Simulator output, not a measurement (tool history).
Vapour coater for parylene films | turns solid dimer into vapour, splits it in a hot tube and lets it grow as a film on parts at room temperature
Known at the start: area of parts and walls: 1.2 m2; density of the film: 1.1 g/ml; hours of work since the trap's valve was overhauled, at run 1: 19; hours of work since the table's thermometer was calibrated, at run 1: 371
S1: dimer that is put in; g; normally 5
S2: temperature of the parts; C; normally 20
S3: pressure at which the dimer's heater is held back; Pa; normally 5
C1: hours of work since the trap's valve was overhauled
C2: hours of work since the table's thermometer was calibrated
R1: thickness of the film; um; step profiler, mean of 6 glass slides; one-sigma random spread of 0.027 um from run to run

run 1 hour=0 | S1=5 S2=20 S3=5 | C1=19 C2=371 | R1=2.44
run 2 hour=35.5 | S1=5 S2=20 S3=5 | C1=36 C2=389 | R1=2.4
run 3 hour=74.4 | S1=5 S2=14 S3=5 | C1=56 C2=408 | R1=2.8
run 4 hour=118.4 | S1=3 S2=20 S3=5 | C1=78 C2=430 | R1=1.46
run 5 hour=143.5 | S1=5 S2=20 S3=2.65 | C1=90 C2=443 | R1=2.71
run 6 hour=175.1 | S1=5 S2=20 S3=5 | C1=106 C2=459 | R1=2.3
run 7 hour=208.7 | S1=5 S2=20 S3=5 | C1=123 C2=475 | R1=2.34
run 8 hour=226.5 | S1=5 S2=20 S3=5 | C1=132 C2=484 | R1=2.3
run 9 hour=246.3 | S1=5 S2=20 S3=5 | C1=142 C2=494 | R1=2.35
run 10 hour=281.4 | S1=5 S2=20 S3=5 | C1=159 C2=512 | R1=2.32
run 11 hour=321.6 | S1=5 S2=20 S3=5 | C1=179 C2=532 | R1=2.27
run 12 hour=344.8 | S1=5 S2=20 S3=5 | C1=191 C2=543 | R1=2.32
run 13 hour=366.6 | S1=4 S2=20 S3=5 | C1=202 C2=554 | R1=1.78
run 14 hour=396.6 | S1=5 S2=29 S3=5 | C1=217 C2=569 | R1=1.74
run 15 hour=426.3 | S1=4 S2=27 S3=11 | C1=231 C2=584 | R1=1.26
run 16 hour=468.4 | S1=8 S2=27 S3=2.53 | C1=252 C2=605 | R1=3.49
run 17 hour=497.4 | S1=5 S2=27 S3=4.72 | C1=267 C2=619 | R1=1.83
run 18 hour=539.5 | S1=4 S2=14 S3=4.72 | C1=288 C2=640 | R1=2.13
run 19 hour=570.5 | S1=4 S2=14 S3=4.72 | C1=303 C2=656 | R1=2.15
run 20 hour=606.5 | S1=5 S2=20 S3=5.32 | C1=321 C2=674 | R1=2.21
run 21 hour=640.2 | S1=6 S2=18 S3=5.32 | C1=338 C2=690 | R1=2.77
run 22 hour=680.8 | S1=4 S2=20 S3=11.69 | C1=358 C2=711 | R1=1.45
run 23 hour=707.9 | S1=4 S2=20 S3=11.69 | C1=372 C2=724 | R1=1.46
run 24 hour=750.5 | S1=2 S2=23 S3=4.09 | C1=393 C2=745 | R1=0.84
run 25 hour=777.5 | S1=4 S2=23 S3=2.24 | C1=406 C2=759 | R1=1.93
-- hour=800.7 trap's valve overhauled
run 26 hour=823.6 | S1=2 S2=19 S3=7.32 | C1=11 C2=780 | R1=0.89
run 27 hour=866.8 | S1=5 S2=21 S3=8.1 | C1=33 C2=801 | R1=2.07

Here are 4 independent what-if runs from the current tool condition. What would each one return?
run A hour=903.7 | S1=5 S2=29 S3=2.62 | C1=51 C2=820 | R1=?
run B hour=903.7 | S1=5 S2=20 S3=3.05 | C1=51 C2=820 | R1=?
run C hour=903.7 | S1=5 S2=21 S3=3.64 | C1=51 C2=820 | R1=?
run D hour=903.7 | S1=4 S2=21 S3=7.97 | C1=51 C2=820 | R1=?

run=A R1=2.07
run=B R1=2.59
run=C R1=2.47
run=D R1=1.64
Take away the tool's hidden state, keep each run's random variation, and the runs would have read:
run=A R1=2.16
run=B R1=2.7
run=C R1=2.58
run=D R1=1.71

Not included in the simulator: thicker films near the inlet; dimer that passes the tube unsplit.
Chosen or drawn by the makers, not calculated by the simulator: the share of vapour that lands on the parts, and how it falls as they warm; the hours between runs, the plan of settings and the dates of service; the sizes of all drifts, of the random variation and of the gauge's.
